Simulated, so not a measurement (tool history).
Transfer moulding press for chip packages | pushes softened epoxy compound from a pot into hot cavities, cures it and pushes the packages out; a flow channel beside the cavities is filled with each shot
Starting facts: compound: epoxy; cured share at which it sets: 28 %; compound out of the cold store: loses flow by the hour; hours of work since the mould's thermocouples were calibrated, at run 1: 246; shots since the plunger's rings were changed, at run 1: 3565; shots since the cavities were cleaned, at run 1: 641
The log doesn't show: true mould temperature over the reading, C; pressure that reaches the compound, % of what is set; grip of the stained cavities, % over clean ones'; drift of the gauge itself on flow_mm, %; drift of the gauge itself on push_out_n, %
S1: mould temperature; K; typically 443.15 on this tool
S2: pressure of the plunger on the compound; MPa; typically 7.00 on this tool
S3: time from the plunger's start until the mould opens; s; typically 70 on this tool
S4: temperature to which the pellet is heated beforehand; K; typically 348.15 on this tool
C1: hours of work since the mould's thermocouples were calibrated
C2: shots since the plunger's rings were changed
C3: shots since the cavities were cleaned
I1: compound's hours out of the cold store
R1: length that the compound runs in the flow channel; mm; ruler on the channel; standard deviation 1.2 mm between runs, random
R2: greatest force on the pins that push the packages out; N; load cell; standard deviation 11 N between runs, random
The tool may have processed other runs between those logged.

Run 1, day 0.000: usual settings; C1 246; C2 3565; C3 641; I1 14.6. Result: R1 575 mm, R2 688 N.
Run 2, day 0.579: usual settings; C1 255; C2 3780; C3 856; I1 8.4. Result: R1 582 mm, R2 751 N.
Run 3, day 1.162: usual settings; C1 265; C2 3997; C3 1073; I1 31.5. Result: R1 546 mm, R2 728 N.
At day 1.429: cavities cleaned with cleaning compound and waxed.
Run 4, day 1.746: usual settings but S4 341.15 K; C1 273; C2 4190; C3 118; I1 26.7. Result: R1 555 mm, R2 584 N.
Run 5, day 2.188: usual settings but S2 8.36 MPa, S4 341.15 K; C1 280; C2 4354; C3 282; I1 33.2. Result: R1 593 mm, R2 656 N.
Run 6, day 2.762: usual settings but S1 440.15 K, S4 355.15 K; C1 290; C2 4566; C3 494; I1 42.0. Result: R1 536 mm, R2 794 N.
At day 3.412: plunger's sealing rings changed.
Run 7, day 3.450: usual settings but S2 7.78 MPa, S3 74 s; C1 299; C2 15; C3 711; I1 45.5. Result: R1 570 mm, R2 642 N.
Run 8, day 3.967: usual settings but S1 439.15 K, S2 5.69 MPa, S3 64 s, S4 352.15 K; C1 308; C2 207; C3 903; I1 45.2. Result: R1 496 mm, R2 1107 N.
Run 9, day 4.542: usual settings but S2 5.83 MPa, S3 74 s; C1 317; C2 420; C3 1116; I1 37.4. Result: R1 503 mm, R2 682 N.
At day 4.717: cavities cleaned with cleaning compound and waxed.
Run 10, day 5.146: usual settings but S1 435.15 K, S2 5.83 MPa, S3 65 s, S4 344.15 K; C1 326; C2 621; C3 160; I1 42.9. Result: R1 514 mm, R2 1248 N.

Branching from run 10: 4 alternative next runs. What would each branch give?
Run A, day 5.638: usual settings but S2 5.48 MPa, S3 52 s; C1 334; C2 803; C3 342; I1 38.9. Result: R1 ?, R2 ?.
Run B, day 5.638: usual settings but S1 450.15 K, S2 5.83 MPa, S3 71 s, S4 344.15 K; C1 334; C2 803; C3 342; I1 16.2. Result: R1 ?, R2 ?.
Run C, day 5.638: usual settings but S1 440.15 K, S2 5.83 MPa, S3 79 s, S4 356.15 K; C1 334; C2 803; C3 342; I1 12.2. Result: R1 ?, R2 ?.
Run D, day 5.638: usual settings but S4 342.15 K; C1 334; C2 803; C3 342; I1 11.7. Result: R1 ?, R2 ?.

run   R1    R2
  A  485  1232
  B  516   520
  C  545   656
  D  589   693
With the hidden condition removed and each run's random variation left untouched, the same runs would have given:
run   R1   R2
  A  489  971
  B  521  390
  C  551  511
  D  595  541
